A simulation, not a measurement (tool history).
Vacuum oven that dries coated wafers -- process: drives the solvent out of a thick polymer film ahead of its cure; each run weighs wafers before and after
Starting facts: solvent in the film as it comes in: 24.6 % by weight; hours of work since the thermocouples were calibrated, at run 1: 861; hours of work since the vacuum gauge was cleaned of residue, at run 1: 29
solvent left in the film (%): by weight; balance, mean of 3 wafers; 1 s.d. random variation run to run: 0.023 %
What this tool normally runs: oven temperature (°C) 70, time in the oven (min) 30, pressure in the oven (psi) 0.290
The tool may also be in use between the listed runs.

| run | hour | oven temperature (°C) | time in the oven (min) | pressure in the oven (psi) | hours of work since the thermocouples were calibrated | hours of work since the vacuum gauge was cleaned of residue | solvent left in the film (%) |
|---|---|---|---|---|---|---|---|
| 1 | 0.0 | 70 | 30 | 0.290 | 861 | 29 | 2.44 |
| 2 | 11.6 | 70 | 30 | 0.535 | 870 | 38 | 3.45 |
| 3 | 19.6 | 70 | 30 | 0.535 | 876 | 44 | 3.45 |
| 4 | 33.0 | 70 | 30 | 0.290 | 886 | 54 | 2.42 |
| 5 | 43.6 | 70 | 35 | 0.290 | 893 | 62 | 2.02 |
| 6 | 50.0 | 70 | 35 | 0.290 | 898 | 66 | 1.99 |
| 7 | 62.4 | 70 | 30 | 0.290 | 907 | 76 | 2.41 |
| 8 | 69.2 | 66 | 30 | 0.290 | 912 | 81 | 3.36 |
| 9 | 77.7 | 66 | 30 | 0.290 | 919 | 87 | 3.36 |
| 10 | 86.5 | 66 | 30 | 0.290 | 925 | 94 | 3.41 |
| 11 | 100.3 | 66 | 30 | 0.290 | 936 | 104 | 3.37 |
| 12 | 107.0 | 66 | 30 | 0.290 | 941 | 109 | 3.34 |
| 13 | 121.5 | 70 | 30 | 0.290 | 951 | 120 | 2.41 |
| 14 | 135.6 | 70 | 30 | 0.290 | 962 | 130 | 2.46 |
| 15 | 142.7 | 70 | 30 | 0.290 | 967 | 135 | 2.44 |
| 16 | 151.2 | 70 | 23 | 0.377 | 973 | 142 | 3.79 |
| 17 | 164.9 | 70 | 23 | 0.377 | 984 | 152 | 3.80 |
| 18 | 177.9 | 73 | 23 | 0.180 | 993 | 162 | 2.32 |
|  | 180.0 | vacuum gauge cleaned of residue and calibrated |
| 19 | 188.0 | 73 | 23 | 0.180 | 1000 | 6 | 2.35 |
| 20 | 201.9 | 73 | 23 | 0.363 | 1010 | 16 | 2.96 |
| 21 | 212.9 | 83 | 30 | 0.290 | 1018 | 24 | 0.89 |
|  | 216.7 | vacuum gauge cleaned of residue and calibrated, once more |
| 22 | 226.1 | 83 | 30 | 0.290 | 1027 | 7 | 0.87 |
| 23 | 237.9 | 83 | 30 | 0.767 | 1036 | 16 | 2.09 |
|  | 247.3 | oven's thermocouples calibrated |
| 24 | 251.5 | 70 | 30 | 0.186 | 3 | 24 | 2.16 |
| 25 | 261.5 | 64 | 17 | 0.431 | 11 | 32 | 8.26 |
| 26 | 270.3 | 78 | 42 | 0.512 | 17 | 38 | 1.74 |
| 27 | 284.0 | 71 | 16 | 0.666 | 27 | 49 | 6.82 |
| 28 | 291.1 | 79 | 29 | 0.474 | 33 | 54 | 1.84 |
| 29 | 299.9 | 80 | 31 | 0.278 | 39 | 60 | 1.05 |

Below are 5 alternative next runs, each starting from the tool's condition after run 29. Predict each:
| A | 310.7 | 58 | 36 | 0.325 | 47 | 68 | ? |
| B | 310.7 | 80 | 31 | 0.570 | 47 | 68 | ? |
| C | 310.7 | 61 | 38 | 0.278 | 47 | 68 | ? |
| D | 310.7 | 82 | 18 | 0.278 | 47 | 68 | ? |
| E | 310.7 | 81 | 41 | 0.223 | 47 | 68 | ? |

| run | solvent left in the film (%) |
|---|---|
| A | 5.47 |
| B | 1.93 |
| C | 3.86 |
| D | 1.92 |
| E | 0.71 |
What these runs would have given with no unlogged condition in the tool:
| run | solvent left in the film (%) |
|---|---|
| A | 5.39 |
| B | 1.91 |
| C | 3.80 |
| D | 1.88 |
| E | 0.70 |
